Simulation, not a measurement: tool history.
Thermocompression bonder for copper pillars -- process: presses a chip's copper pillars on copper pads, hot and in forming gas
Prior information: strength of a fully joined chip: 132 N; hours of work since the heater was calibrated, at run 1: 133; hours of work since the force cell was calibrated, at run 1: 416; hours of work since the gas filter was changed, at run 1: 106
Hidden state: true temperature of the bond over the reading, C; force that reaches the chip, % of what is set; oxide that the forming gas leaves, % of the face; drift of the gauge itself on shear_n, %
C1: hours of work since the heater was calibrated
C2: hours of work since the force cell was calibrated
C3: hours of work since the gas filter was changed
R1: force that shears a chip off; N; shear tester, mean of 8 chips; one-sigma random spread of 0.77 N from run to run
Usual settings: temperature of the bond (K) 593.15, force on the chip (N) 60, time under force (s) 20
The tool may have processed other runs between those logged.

{"run": 1, "hour": 0.0, "temperature of the bond (K)": 593.15, "force on the chip (N)": 60, "time under force (s)": 20, "C1": 133, "C2": 416, "C3": 106, "R1": 96.9}
{"run": 2, "hour": 7.1, "temperature of the bond (K)": 593.15, "force on the chip (N)": 60, "time under force (s)": 49, "C1": 136, "C2": 419, "C3": 110, "R1": 114.4}
{"run": 3, "hour": 18.2, "temperature of the bond (K)": 593.15, "force on the chip (N)": 60, "time under force (s)": 49, "C1": 142, "C2": 424, "C3": 115, "R1": 113.2}
{"run": 4, "hour": 30.0, "temperature of the bond (K)": 593.15, "force on the chip (N)": 60, "time under force (s)": 20, "C1": 147, "C2": 430, "C3": 120, "R1": 96}
{"run": 5, "hour": 40.3, "temperature of the bond (K)": 593.15, "force on the chip (N)": 60, "time under force (s)": 20, "C1": 152, "C2": 435, "C3": 125, "R1": 95.9}
{"run": 6, "hour": 49.5, "temperature of the bond (K)": 593.15, "force on the chip (N)": 60, "time under force (s)": 20, "C1": 156, "C2": 439, "C3": 130, "R1": 96.4}
{"run": 7, "hour": 61.4, "temperature of the bond (K)": 593.15, "force on the chip (N)": 60, "time under force (s)": 20, "C1": 162, "C2": 445, "C3": 135, "R1": 96.3}
{"run": 8, "hour": 70.3, "temperature of the bond (K)": 593.15, "force on the chip (N)": 60, "time under force (s)": 20, "C1": 166, "C2": 449, "C3": 139, "R1": 96.6}
{"run": 9, "hour": 78.4, "temperature of the bond (K)": 564.15, "force on the chip (N)": 60, "time under force (s)": 20, "C1": 170, "C2": 453, "C3": 143, "R1": 70.8}
{"run": 10, "hour": 89.4, "temperature of the bond (K)": 593.15, "force on the chip (N)": 60, "time under force (s)": 60, "C1": 175, "C2": 458, "C3": 148, "R1": 117.9}
{"run": 11, "hour": 95.7, "temperature of the bond (K)": 593.15, "force on the chip (N)": 60, "time under force (s)": 60, "C1": 178, "C2": 461, "C3": 151, "R1": 118.1}
{"run": 12, "hour": 103.1, "temperature of the bond (K)": 608.15, "force on the chip (N)": 60, "time under force (s)": 60, "C1": 182, "C2": 464, "C3": 155, "R1": 123.9}
{"run": 13, "hour": 109.9, "temperature of the bond (K)": 582.15, "force on the chip (N)": 60, "time under force (s)": 20, "C1": 185, "C2": 467, "C3": 158, "R1": 86.9}
{"run": 14, "hour": 116.8, "temperature of the bond (K)": 593.15, "force on the chip (N)": 60, "time under force (s)": 20, "C1": 188, "C2": 471, "C3": 161, "R1": 95.6}
{"run": 15, "hour": 129.2, "temperature of the bond (K)": 593.15, "force on the chip (N)": 60, "time under force (s)": 20, "C1": 194, "C2": 476, "C3": 167, "R1": 95.9}
{"run": 16, "hour": 139.5, "temperature of the bond (K)": 593.15, "force on the chip (N)": 60, "time under force (s)": 20, "C1": 199, "C2": 481, "C3": 172, "R1": 96.1}
{"run": 17, "hour": 148.3, "temperature of the bond (K)": 593.15, "force on the chip (N)": 60, "time under force (s)": 20, "C1": 203, "C2": 485, "C3": 176, "R1": 96.5}
{"run": 18, "hour": 160.1, "temperature of the bond (K)": 606.15, "force on the chip (N)": 59, "time under force (s)": 39, "C1": 208, "C2": 491, "C3": 182, "R1": 117.7}
{"run": 19, "hour": 166.1, "temperature of the bond (K)": 617.15, "force on the chip (N)": 90, "time under force (s)": 18, "C1": 211, "C2": 494, "C3": 184, "R1": 122.5}
{"run": 20, "hour": 174.0, "temperature of the bond (K)": 607.15, "force on the chip (N)": 71, "time under force (s)": 38, "C1": 215, "C2": 498, "C3": 188, "R1": 123}
{"run": 21, "hour": 181.5, "temperature of the bond (K)": 607.15, "force on the chip (N)": 71, "time under force (s)": 38, "C1": 219, "C2": 501, "C3": 192, "R1": 122.3}
{"run": 22, "hour": 188.5, "temperature of the bond (K)": 610.15, "force on the chip (N)": 61, "time under force (s)": 38, "C1": 222, "C2": 504, "C3": 195, "R1": 119.5}
{"run": 23, "hour": 197.8, "temperature of the bond (K)": 610.15, "force on the chip (N)": 61, "time under force (s)": 38, "C1": 226, "C2": 509, "C3": 199, "R1": 119.4}
{"run": 24, "hour": 206.8, "temperature of the bond (K)": 610.15, "force on the chip (N)": 61, "time under force (s)": 38, "C1": 230, "C2": 513, "C3": 204, "R1": 120.2}
{"run": 25, "hour": 216.0, "temperature of the bond (K)": 589.15, "force on the chip (N)": 75, "time under force (s)": 25, "C1": 235, "C2": 517, "C3": 208, "R1": 105.8}
{"run": 26, "hour": 228.5, "temperature of the bond (K)": 593.15, "force on the chip (N)": 69, "time under force (s)": 20, "C1": 241, "C2": 523, "C3": 214, "R1": 100.7}
{"run": 27, "hour": 239.7, "temperature of the bond (K)": 593.15, "force on the chip (N)": 69, "time under force (s)": 20, "C1": 246, "C2": 528, "C3": 219, "R1": 101.8}
{"run": 28, "hour": 252.8, "temperature of the bond (K)": 588.15, "force on the chip (N)": 37, "time under force (s)": 44, "C1": 252, "C2": 535, "C3": 225, "R1": 89.1}
{"run": 29, "hour": 263.7, "temperature of the bond (K)": 621.15, "force on the chip (N)": 89, "time under force (s)": 44, "C1": 257, "C2": 540, "C3": 230, "R1": 129.5}
{"run": 30, "hour": 269.2, "temperature of the bond (K)": 577.15, "force on the chip (N)": 87, "time under force (s)": 20, "C1": 260, "C2": 542, "C3": 233, "R1": 98.9}
{"run": 31, "hour": 281.7, "temperature of the bond (K)": 617.15, "force on the chip (N)": 88, "time under force (s)": 34, "C1": 266, "C2": 548, "C3": 239, "R1": 127.8}
{"run": 32, "hour": 290.7, "temperature of the bond (K)": 617.15, "force on the chip (N)": 88, "time under force (s)": 11, "C1": 270, "C2": 552, "C3": 243, "R1": 115}
{"run": 33, "hour": 296.6, "temperature of the bond (K)": 566.15, "force on the chip (N)": 88, "time under force (s)": 14, "C1": 273, "C2": 555, "C3": 246, "R1": 81.2}
{"run": 34, "hour": 306.1, "temperature of the bond (K)": 580.15, "force on the chip (N)": 56, "time under force (s)": 20, "C1": 277, "C2": 560, "C3": 250, "R1": 83.2}

Forecast each of these 3 alternatives for the next run:
{"run": "A", "hour": 313.0, "temperature of the bond (K)": 611.15, "force on the chip (N)": 85, "time under force (s)": 18, "C1": 280, "C2": 563, "C3": 254, "R1": "?"}
{"run": "B", "hour": 313.0, "temperature of the bond (K)": 607.15, "force on the chip (N)": 60, "time under force (s)": 52, "C1": 280, "C2": 563, "C3": 254, "R1": "?"}
{"run": "C", "hour": 313.0, "temperature of the bond (K)": 593.15, "force on the chip (N)": 62, "time under force (s)": 20, "C1": 280, "C2": 563, "C3": 254, "R1": "?"}

run=A R1=117
run=B R1=122.5
run=C R1=98.1
Had the tool no hidden state, the same runs would have come out as:
run=A R1=117.3
run=B R1=122.8
run=C R1=98.3
